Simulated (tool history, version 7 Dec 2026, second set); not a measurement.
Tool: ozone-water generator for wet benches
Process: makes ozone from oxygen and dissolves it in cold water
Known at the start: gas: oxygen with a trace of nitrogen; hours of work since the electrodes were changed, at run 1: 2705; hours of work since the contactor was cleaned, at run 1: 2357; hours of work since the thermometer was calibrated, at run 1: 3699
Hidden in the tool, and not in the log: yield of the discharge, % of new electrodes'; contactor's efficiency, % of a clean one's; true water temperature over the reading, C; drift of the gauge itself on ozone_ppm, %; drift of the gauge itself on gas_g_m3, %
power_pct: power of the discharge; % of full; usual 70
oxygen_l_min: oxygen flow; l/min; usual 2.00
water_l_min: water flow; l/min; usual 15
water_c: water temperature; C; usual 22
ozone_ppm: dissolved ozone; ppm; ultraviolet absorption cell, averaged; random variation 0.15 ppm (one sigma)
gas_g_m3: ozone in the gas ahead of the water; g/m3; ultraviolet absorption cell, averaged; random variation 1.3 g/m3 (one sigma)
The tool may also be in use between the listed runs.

run    hour  power_pct  oxygen_l_min  water_l_min  water_c  hours of work since the electrodes were changed  hours of work since the contactor was cleaned  hours of work since the thermometer was calibrated  ozone_ppm  gas_g_m3
  1     0.0         70          2.00           15       22                                             2705                                           2357                                                3699       16.4     214.7
       29.0  -- water thermometer calibrated
  2   183.5         70          2.00           12       22                                             2828                                           2480                                                 104       20.0     215.1
  3   309.2         70          2.00           12       22                                             2912                                           2565                                                 188       19.9     214.5
  4   384.2         70          2.00           12       22                                             2963                                           2615                                                 239       19.8     211.9
  5   535.3         70          2.00           12       22                                             3065                                           2717                                                 341       19.8     212.9
  6   718.4         70          2.00           15       22                                             3188                                           2840                                                 464       15.9     213.8
  7   796.0         70          1.34           15       22                                             3240                                           2892                                                 516       15.4     268.1
  8   930.7         46          2.00           15       18                                             3331                                           2983                                                 606       13.5     170.4
  9  1054.8         50          1.16           16       14                                             3414                                           3066                                                 690       11.9     243.4
 10  1206.7         50          1.16           22       28                                             3516                                           3169                                                 792        7.8     241.4
 11  1369.4         50          1.16           11       26                                             3626                                           3278                                                 902       15.9     241.3
 12  1545.7         70          2.63           15       22                                             3744                                           3397                                                1020       15.9     177.2
 13  1649.0         70          2.63           22       23                                             3814                                           3466                                                1090       10.8     177.2

Forecast each of these 5 alternatives for the next run:
  A  1725.6         78          2.63           24       23                                             3865                                           3518                                                1141          ?         ?
  B  1725.6         70          2.63           14       22                                             3865                                           3518                                                1141          ?         ?
  C  1725.6         89          2.63           22       27                                             3865                                           3518                                                1141          ?         ?
  D  1725.6         70          2.00           15       22                                             3865                                           3518                                                1141          ?         ?
  E  1725.6         70          2.63           22       24                                             3865                                           3518                                                1141          ?         ?

run  ozone_ppm  gas_g_m3
  A       10.5     185.4
  B       16.9     177.3
  C       12.0     201.0
  D       15.6     208.7
  E       10.9     177.0
Without the tool's hidden state the same runs would have given:
run  ozone_ppm  gas_g_m3
  A       12.4     210.8
  B       19.6     200.0
  C       14.3     230.4
  D       18.2     235.4
  E       12.8     199.7

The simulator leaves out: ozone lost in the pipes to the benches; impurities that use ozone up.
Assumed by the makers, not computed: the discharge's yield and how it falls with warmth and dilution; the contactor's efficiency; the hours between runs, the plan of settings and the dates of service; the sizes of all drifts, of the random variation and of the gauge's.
